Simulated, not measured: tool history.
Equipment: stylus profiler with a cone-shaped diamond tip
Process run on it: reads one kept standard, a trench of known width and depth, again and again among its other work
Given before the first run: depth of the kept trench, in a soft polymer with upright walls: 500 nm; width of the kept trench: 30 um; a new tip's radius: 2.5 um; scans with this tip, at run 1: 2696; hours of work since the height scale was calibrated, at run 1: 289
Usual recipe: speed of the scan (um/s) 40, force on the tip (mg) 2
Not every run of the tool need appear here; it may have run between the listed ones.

run	day	speed of the scan (um/s)	force on the tip (mg)	scans with this tip	hours of work since the height scale was calibrated	depth of the trench (nm)	width of the trench's floor (nm)
1	0	40	2	2696	289	503.27	26650
2	0.612	40	4.69	2759	296	506.03	26730
3	1.283	40	4.69	2827	303	505.61	26660
4	1.754	40	3.21	2875	308	504.73	26660
5	2.371	40	3.21	2939	315	504.46	26650
6	2.925	40	3.21	2995	321	504.83	26650
7	3.512	67	2	3055	327	503.63	26540
8	4.179	67	2	3124	335	503.98	26520
9	4.6	40	2	3167	339	503.58	26620
10	4.983	40	2	3206	343	503.68	26600
11	5.658	40	2	3275	351	503.96	26600
12	6.275	40	4.95	3338	358	506.21	26660
13	6.971	40	4.95	3410	365	505.98	26630
14	7.308	40	2	3444	369	503.8	26560
15	7.746	40	2	3489	374	503.56	26580
16	8.304	40	2.86	3546	380	504.51	26620
17	8.667	43	2	3583	384	503.6	26630
18	9.142	43	2	3632	389	503.73	26540
19	9.458	43	2	3664	393	503.81	26590
20	10.029	43	2	3723	399	503.78	26570
21	10.396	20	5	3760	403	506.43	26660
22	10.792	20	5	3801	407	506.46	26680
23	11.225	20	5	3845	412	506.19	26650
24	11.571	23	3.48	3881	416	505.22	26670
25	11.871	22	2.76	3911	419	504.4	26660
26	12.55	22	2.76	3981	427	504.38	26710
27	13.171	11	0.72	4044	433	502.25	26660
28	13.779	11	0.72	4107	440	502.28	26680
29	14.421	11	0.72	4172	447	502.11	26710
30	14.804	127	2.58	4212	451	504.29	26290
31	15.408	27	1.14	4273	458	502.68	26610
32	15.9	88	2.99	4324	463	504.89	26440
33	16.312	102	2	4366	468	503.71	26310
34	16.746	102	2	4411	473	503.66	26250
35	17.396	61	2	4477	480	503.86	26460

4 options for the next run, each taken on its own from the tool as it stands now. Forecast them:
A	17.883	23	3.27	4527	485	?	?
B	17.883	15	0.98	4527	485	?	?
C	17.883	57	3.29	4527	485	?	?
D	17.883	23	2.17	4527	485	?	?

run	depth of the trench (nm)	width of the trench's floor (nm)
A	505.11	26610
B	502.83	26630
C	505.16	26510
D	503.89	26640
Take away the tool's hidden state, keep each run's random variation, and the runs would have read:
run	depth of the trench (nm)	width of the trench's floor (nm)
A	504.33	26890
B	502.06	26910
C	504.39	26790
D	503.12	26920
